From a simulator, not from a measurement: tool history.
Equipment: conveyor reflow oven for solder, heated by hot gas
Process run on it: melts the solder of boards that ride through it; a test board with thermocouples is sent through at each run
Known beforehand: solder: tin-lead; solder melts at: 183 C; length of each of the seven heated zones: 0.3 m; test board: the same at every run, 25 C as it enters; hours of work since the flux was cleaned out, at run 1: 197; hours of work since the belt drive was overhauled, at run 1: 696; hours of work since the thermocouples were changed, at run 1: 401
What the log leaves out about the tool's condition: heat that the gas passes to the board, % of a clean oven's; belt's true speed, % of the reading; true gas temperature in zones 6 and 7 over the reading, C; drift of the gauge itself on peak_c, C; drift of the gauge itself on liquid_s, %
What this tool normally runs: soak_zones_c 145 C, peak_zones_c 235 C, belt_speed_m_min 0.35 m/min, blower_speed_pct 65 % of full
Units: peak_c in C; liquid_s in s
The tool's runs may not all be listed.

run,hour,soak_zones_c,peak_zones_c,belt_speed_m_min,blower_speed_pct,hours of work since the flux was cleaned out,hours of work since the belt drive was overhauled,hours of work since the thermocouples were changed,peak_c,liquid_s
1,0,145,235,0.35,65,197,696,401,220.8,84.7
2,37.2,146,235,0.35,65,227,726,430,221,85.3
3,80.4,146,235,0.35,65,261,760,464,221.1,85.3
# hour 117.3: flux residue cleaned out of gas plates and filters
4,117.3,146,235,0.35,65,0,785,489,221.9,86.9
5,166.3,146,235,0.35,65,39,823,528,221.8,86.6
6,230.8,146,235,0.35,65,90,874,579,221.6,86.4
7,294.3,146,235,0.35,65,140,924,629,221.6,86.3
8,356.1,146,235,0.35,65,188,973,678,221.6,86.5
9,395.9,146,235,0.35,65,220,1004,709,221.5,86.6
# hour 404.2: thermocouples of zones 6 and 7 changed
10,436,146,235,0.35,65,250,1034,25,219.6,84.5
# hour 489.3: flux residue cleaned out of gas plates and filters
11,507.3,149,235,0.35,65,14,1087,77,221.3,88.5
# hour 558.7: belt drive overhauled, speed set with a stopwatch
12,568.2,149,235,0.35,65,59,7,122,220.7,86.2
13,622.2,149,235,0.35,65,102,50,165,220.9,86.1
14,677.8,145,235,0.35,62,145,94,209,219.4,82.4
15,750.8,145,235,0.35,62,203,151,266,219,82.5
16,800.7,156,240,0.369,65,242,191,306,224.4,88.6
17,849.1,145,249,0.305,65,281,229,344,236.3,110.3
# hour 860.6: flux residue cleaned out of gas plates and filters
18,902.6,157,228,0.363,89,33,267,382,219.3,87.8
19,977.1,148,224,0.336,81,92,326,441,215.1,85.4
20,1016,146,240,0.336,81,123,357,471,229.2,96
21,1081,145,235,0.414,60,174,408,523,213.6,63.1
22,1143.2,138,240,0.414,60,223,457,572,215.8,62.5
23,1180,135,234,0.414,89,252,486,601,216.8,63.7
# hour 1229: flux residue cleaned out of gas plates and filters
24,1238.3,135,234,0.414,89,7,528,643,218.7,65.7
25,1313.2,152,233,0.35,78,66,587,702,223.3,91.4
# hour 1329.1: thermocouples of zones 6 and 7 changed
26,1392.7,152,233,0.35,78,128,648,50,221.7,89.8
27,1462.4,145,233,0.35,64,182,703,105,218.2,82
28,1504.6,158,227,0.282,79,216,736,138,221.3,117.3
29,1578.7,148,231,0.35,57,274,795,197,215.2,80.6

Here are 3 independent what-if runs from the current tool condition. What would each one return?
# hour 1599.5: flux residue cleaned out of gas plates and filters
A,1641.4,145,235,0.35,57,33,840,242,?,?
# hour 1599.5: flux residue cleaned out of gas plates and filters
B,1641.4,145,235,0.35,88,33,840,242,?,?
# hour 1599.5: flux residue cleaned out of gas plates and filters
C,1641.4,145,235,0.35,67,33,840,242,?,?

run,peak_c,liquid_s
A,219.1,83.2
B,224.9,89.7
C,221.3,85.7
Without the tool's hidden state the same runs would have given:
run,peak_c,liquid_s
A,218.3,81.5
B,224.3,88.1
C,220.6,84.1

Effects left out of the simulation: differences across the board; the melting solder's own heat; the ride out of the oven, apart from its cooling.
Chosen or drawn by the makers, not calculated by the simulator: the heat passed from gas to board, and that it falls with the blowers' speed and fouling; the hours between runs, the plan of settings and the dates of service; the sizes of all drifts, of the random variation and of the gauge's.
